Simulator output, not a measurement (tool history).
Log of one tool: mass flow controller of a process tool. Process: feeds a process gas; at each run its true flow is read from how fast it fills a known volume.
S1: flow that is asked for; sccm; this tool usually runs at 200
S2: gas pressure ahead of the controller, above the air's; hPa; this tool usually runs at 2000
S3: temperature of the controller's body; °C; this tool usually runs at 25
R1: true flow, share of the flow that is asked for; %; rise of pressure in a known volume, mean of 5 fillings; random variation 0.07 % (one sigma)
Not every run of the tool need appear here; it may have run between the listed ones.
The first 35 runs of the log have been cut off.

run    hour   S1    S2  S3     R1
 36  3166.0  146  2400  26  96.93
 37  3217.5   72  2400  30  96.25
 38  3318.1   72  2400  30  96.23
 39  3420.5  295  1800  34  97.74
     3429.2  -- gauge calibrated
 40  3511.9  295  1800  34  98.55
 41  3612.5  295  1800  34  98.34
 42  3680.8  295  1800  34  98.32
 43  3791.9  313  2230  28  98.44
 44  3889.5  103  2720  25  97.12
 45  3996.3  107  1810  25  97.63
 46  4105.5  211  2620  25  97.67
 47  4219.7  200  2000  34  97.63

Branching from run 47: 4 alternative next runs. What would each branch give?
  A  4276.1  200  1740  34   ?
  B  4276.1  270  2790  25   ?
  C  4276.1  178  1480  38   ?
  D  4276.1  200  2000  38   ?

run     R1
  A  97.76
  B  97.67
  C  97.65
  D  97.47
Had the tool no hidden state, the same runs would have come out as:
run     R1
  A  97.97
  B  97.88
  C  97.86
  D  97.68

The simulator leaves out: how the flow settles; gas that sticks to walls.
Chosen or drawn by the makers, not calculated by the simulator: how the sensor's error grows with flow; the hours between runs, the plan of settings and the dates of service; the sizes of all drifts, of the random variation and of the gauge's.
